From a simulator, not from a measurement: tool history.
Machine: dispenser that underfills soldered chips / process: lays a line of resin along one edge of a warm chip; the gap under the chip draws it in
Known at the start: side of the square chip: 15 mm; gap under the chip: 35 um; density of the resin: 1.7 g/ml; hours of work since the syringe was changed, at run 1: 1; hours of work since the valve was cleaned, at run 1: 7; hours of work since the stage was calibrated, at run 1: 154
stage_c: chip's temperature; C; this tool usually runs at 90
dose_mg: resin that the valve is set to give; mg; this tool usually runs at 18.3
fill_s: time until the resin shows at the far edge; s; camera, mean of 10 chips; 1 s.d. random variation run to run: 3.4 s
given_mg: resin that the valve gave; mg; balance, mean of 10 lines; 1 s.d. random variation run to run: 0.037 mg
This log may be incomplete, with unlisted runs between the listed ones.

| run | hour | stage_c | dose_mg | hours of work since the syringe was changed | hours of work since the valve was cleaned | hours of work since the stage was calibrated | fill_s | given_mg |
|---|---|---|---|---|---|---|---|---|
| 1 | 0 | 90 | 18.3 | 1 | 7 | 154 | 354.6 | 18.19 |
| 2 | 12.3 | 82 | 18.3 | 10 | 15 | 162 | 603 | 18.12 |
|  | 14.9 | new syringe of resin |
| 3 | 27.8 | 82 | 21.2 | 9 | 26 | 173 | 574 | 20.84 |
|  | 31.7 | new syringe of resin |
| 4 | 39.5 | 90 | 18.3 | 5 | 34 | 181 | 421.7 | 17.94 |
| 5 | 45.9 | 90 | 18.3 | 10 | 38 | 185 | 490.8 | 17.81 |
|  | 49.3 | new syringe of resin |
| 6 | 59.5 | 90 | 18.3 | 7 | 47 | 194 | 446.5 | 17.74 |
|  | 63.5 | dispensing valve cleaned and set on the balance |
|  | 67 | new syringe of resin |
| 7 | 68.8 | 90 | 18.3 | 1 | 3 | 200 | 354.8 | 18.4 |
| 8 | 75.6 | 90 | 18.3 | 6 | 8 | 204 | 425.5 | 18.32 |
| 9 | 81.8 | 101 | 18.3 | 10 | 12 | 209 | 364.9 | 18.22 |
|  | 84.4 | new syringe of resin |
| 10 | 90.4 | 79 | 18.3 | 4 | 18 | 214 | 551.8 | 18.18 |
|  | 100.9 | new syringe of resin |
| 11 | 101.9 | 79 | 18.3 | 1 | 26 | 222 | 500.4 | 18.1 |
| 12 | 108.7 | 79 | 18.3 | 5 | 30 | 227 | 594.2 | 18.03 |
|  | 118.2 | new syringe of resin |
| 13 | 120.4 | 90 | 17.8 | 2 | 38 | 235 | 368.5 | 17.45 |
| 14 | 130.7 | 90 | 17.8 | 9 | 45 | 242 | 473.2 | 17.41 |
|  | 135.3 | new syringe of resin |
|  | 137.1 | dispensing valve cleaned and set on the balance |
| 15 | 146.2 | 90 | 17.8 | 7 | 6 | 251 | 435.5 | 17.71 |
|  | 152.9 | new syringe of resin |
| 16 | 159.2 | 83 | 18.3 | 4 | 15 | 260 | 504.4 | 18.14 |
| 17 | 168.3 | 76 | 22.8 | 11 | 21 | 266 | 749.8 | 22.53 |
|  | 169.7 | new syringe of resin |
| 18 | 178.9 | 92 | 22 | 6 | 28 | 273 | 392.3 | 21.67 |
|  | 187 | new syringe of resin |
| 19 | 190.5 | 92 | 22 | 2 | 36 | 281 | 344.6 | 21.54 |
| 20 | 199.9 | 102 | 20.8 | 9 | 43 | 288 | 333.5 | 20.38 |
|  | 204.2 | new syringe of resin |
|  | 210.5 | dispensing valve cleaned and set on the balance |
| 21 | 212.3 | 90 | 22.5 | 5 | 1 | 295 | 403.5 | 22.48 |
| 22 | 221.3 | 97 | 20.6 | 11 | 7 | 301 | 418.7 | 20.48 |
|  | 222.8 | new syringe of resin |
| 23 | 236.2 | 90 | 18.3 | 9 | 17 | 311 | 493.7 | 18.07 |
|  | 240.3 | new syringe of resin |
| 24 | 251 | 90 | 18.3 | 7 | 27 | 321 | 445.9 | 18 |
|  | 257.6 | new syringe of resin |
| 25 | 260.9 | 96 | 17.1 | 2 | 34 | 328 | 319.9 | 16.74 |
|  | 274.8 | new syringe of resin |
| 26 | 275.9 | 90 | 19.9 | 1 | 44 | 338 | 343.6 | 19.4 |
|  | 283.7 | dispensing valve cleaned and set on the balance |
| 27 | 283.7 | 90 | 19.9 | 5 | 0 | 343 | 417.5 | 19.83 |
|  | 293.4 | new syringe of resin |
| 28 | 294.8 | 90 | 19.9 | 1 | 7 | 350 | 356.3 | 19.76 |
| 29 | 304.9 | 92 | 18.3 | 8 | 14 | 357 | 438.7 | 18.13 |
|  | 310.5 | new syringe of resin |
| 30 | 318 | 83 | 17.4 | 5 | 23 | 366 | 512.8 | 17.09 |

Take each entry between the runs: how does the hidden state at the last listed run before it differ from the hidden state at the first listed run after it?
Logged between run 2 and run 3: new syringe of resin (hour 14.9)
  resin's viscosity, % of fresh resin's: 141.8 -> 137.6; dose that the valve gives, % of what is set: 99 -> 98.43; true chip temperature over the reading, C: -0.24 -> -0.27
  what was measured, less what the result would be without the hidden state, fill_s: +182.1 -> +161 s; given_mg: -0.19 -> -0.34 mg
Logged between run 3 and run 4: new syringe of resin (hour 31.7)
  resin's viscosity, % of fresh resin's: 137.6 -> 122.3; dose that the valve gives, % of what is set: 98.43 -> 98.03; true chip temperature over the reading, C: -0.27 -> -0.28
  what was measured, less what the result would be without the hidden state, fill_s: +161 -> +81.4 s; given_mg: -0.34 -> -0.36 mg
Logged between run 5 and run 6: new syringe of resin (hour 49.3)
  resin's viscosity, % of fresh resin's: 143.6 -> 128.9; dose that the valve gives, % of what is set: 97.77 -> 97.31; true chip temperature over the reading, C: -0.29 -> -0.31
  what was measured, less what the result would be without the hidden state, fill_s: +153.8 -> +105.5 s; given_mg: -0.41 -> -0.5 mg
Logged between run 6 and run 7: dispensing valve cleaned and set on the balance (hour 63.5); new syringe of resin (hour 67)
  resin's viscosity, % of fresh resin's: 128.9 -> 104; dose that the valve gives, % of what is set: 97.31 -> 99.96; true chip temperature over the reading, C: -0.31 -> -0.32
  what was measured, less what the result would be without the hidden state, fill_s: +105.5 -> +17 s; given_mg: -0.5 -> +0 mg
Logged between run 9 and run 10: new syringe of resin (hour 84.4)
  resin's viscosity, % of fresh resin's: 144.5 -> 116.5; dose that the valve gives, % of what is set: 99.51 -> 99.23; true chip temperature over the reading, C: -0.34 -> -0.36
  what was measured, less what the result would be without the hidden state, fill_s: +114.7 -> +84.2 s; given_mg: -0.09 -> -0.14 mg
Logged between run 10 and run 11: new syringe of resin (hour 100.9)
  resin's viscosity, % of fresh resin's: 116.5 -> 105.5; dose that the valve gives, % of what is set: 99.23 -> 98.78; true chip temperature over the reading, C: -0.36 -> -0.37
  what was measured, less what the result would be without the hidden state, fill_s: +84.2 -> +32.7 s; given_mg: -0.14 -> -0.23 mg
Logged between run 12 and run 13: new syringe of resin (hour 118.2)
  resin's viscosity, % of fresh resin's: 125.3 -> 105.4; dose that the valve gives, % of what is set: 98.54 -> 98.1; true chip temperature over the reading, C: -0.38 -> -0.4
  what was measured, less what the result would be without the hidden state, fill_s: +127.2 -> +25 s; given_mg: -0.27 -> -0.34 mg
Logged between run 14 and run 15: new syringe of resin (hour 135.3); dispensing valve cleaned and set on the balance (hour 137.1)
  resin's viscosity, % of fresh resin's: 136.5 -> 127.5; dose that the valve gives, % of what is set: 97.72 -> 99.61; true chip temperature over the reading, C: -0.42 -> -0.44
  what was measured, less what the result would be without the hidden state, fill_s: +132.9 -> +98.7 s; given_mg: -0.41 -> -0.07 mg
Logged between run 15 and run 16: new syringe of resin (hour 152.9)
  resin's viscosity, % of fresh resin's: 127.5 -> 118; dose that the valve gives, % of what is set: 99.61 -> 99.15; true chip temperature over the reading, C: -0.44 -> -0.46
  what was measured, less what the result would be without the hidden state, fill_s: +98.7 -> +83.5 s; given_mg: -0.07 -> -0.15 mg
Logged between run 17 and run 18: new syringe of resin (hour 169.7)
  resin's viscosity, % of fresh resin's: 148.6 -> 125.9; dose that the valve gives, % of what is set: 98.8 -> 98.47; true chip temperature over the reading, C: -0.47 -> -0.49
  what was measured, less what the result would be without the hidden state, fill_s: +253 -> +85.5 s; given_mg: -0.27 -> -0.34 mg
Logged between run 18 and run 19: new syringe of resin (hour 187)
  resin's viscosity, % of fresh resin's: 125.9 -> 109.1; dose that the valve gives, % of what is set: 98.47 -> 98.04; true chip temperature over the reading, C: -0.49 -> -0.51
  what was measured, less what the result would be without the hidden state, fill_s: +85.5 -> +34 s; given_mg: -0.34 -> -0.43 mg
Logged between run 20 and run 21: new syringe of resin (hour 204.2); dispensing valve cleaned and set on the balance (hour 210.5)
  resin's viscosity, % of fresh resin's: 138.6 -> 120.8; dose that the valve gives, % of what is set: 97.69 -> 99.83; true chip temperature over the reading, C: -0.52 -> -0.54
  what was measured, less what the result would be without the hidden state, fill_s: +97 -> +74.7 s; given_mg: -0.48 -> -0.04 mg
Logged between run 22 and run 23: new syringe of resin (hour 222.8)
  resin's viscosity, % of fresh resin's: 151.6 -> 143.3; dose that the valve gives, % of what is set: 99.46 -> 98.89; true chip temperature over the reading, C: -0.55 -> -0.57
  what was measured, less what the result would be without the hidden state, fill_s: +146.9 -> +155.9 s; given_mg: -0.11 -> -0.2 mg
Logged between run 23 and run 24: new syringe of resin (hour 240.3)
  resin's viscosity, % of fresh resin's: 143.3 -> 130.7; dose that the valve gives, % of what is set: 98.89 -> 98.36; true chip temperature over the reading, C: -0.57 -> -0.59
  what was measured, less what the result would be without the hidden state, fill_s: +155.9 -> +112 s; given_mg: -0.2 -> -0.3 mg
Logged between run 24 and run 25: new syringe of resin (hour 257.6)
  resin's viscosity, % of fresh resin's: 130.7 -> 107.8; dose that the valve gives, % of what is set: 98.36 -> 98.01; true chip temperature over the reading, C: -0.59 -> -0.61
  what was measured, less what the result would be without the hidden state, fill_s: +112 -> +30.1 s; given_mg: -0.3 -> -0.34 mg
Logged between run 25 and run 26: new syringe of resin (hour 274.8)
  resin's viscosity, % of fresh resin's: 107.8 -> 103.2; dose that the valve gives, % of what is set: 98.01 -> 97.46; true chip temperature over the reading, C: -0.61 -> -0.64
  what was measured, less what the result would be without the hidden state, fill_s: +30.1 -> +18.2 s; given_mg: -0.34 -> -0.5 mg
Logged between run 26 and run 27: dispensing valve cleaned and set on the balance (hour 283.7)
  resin's viscosity, % of fresh resin's: 103.2 -> 122.4; dose that the valve gives, % of what is set: 97.46 -> 99.76; true chip temperature over the reading, C: -0.64 -> -0.65
  what was measured, less what the result would be without the hidden state, fill_s: +18.2 -> +82.6 s; given_mg: -0.5 -> -0.04 mg
Logged between run 27 and run 28: new syringe of resin (hour 293.4)
  resin's viscosity, % of fresh resin's: 122.4 -> 102.7; dose that the valve gives, % of what is set: 99.76 -> 99.36; true chip temperature over the reading, C: -0.65 -> -0.66
  what was measured, less what the result would be without the hidden state, fill_s: +82.6 -> +16.4 s; given_mg: -0.04 -> -0.12 mg
Logged between run 29 and run 30: new syringe of resin (hour 310.5)
  resin's viscosity, % of fresh resin's: 132.7 -> 120.6; dose that the valve gives, % of what is set: 98.99 -> 98.51; true chip temperature over the reading, C: -0.68 -> -0.7
  what was measured, less what the result would be without the hidden state, fill_s: +115.1 -> +98.3 s; given_mg: -0.18 -> -0.26 mg
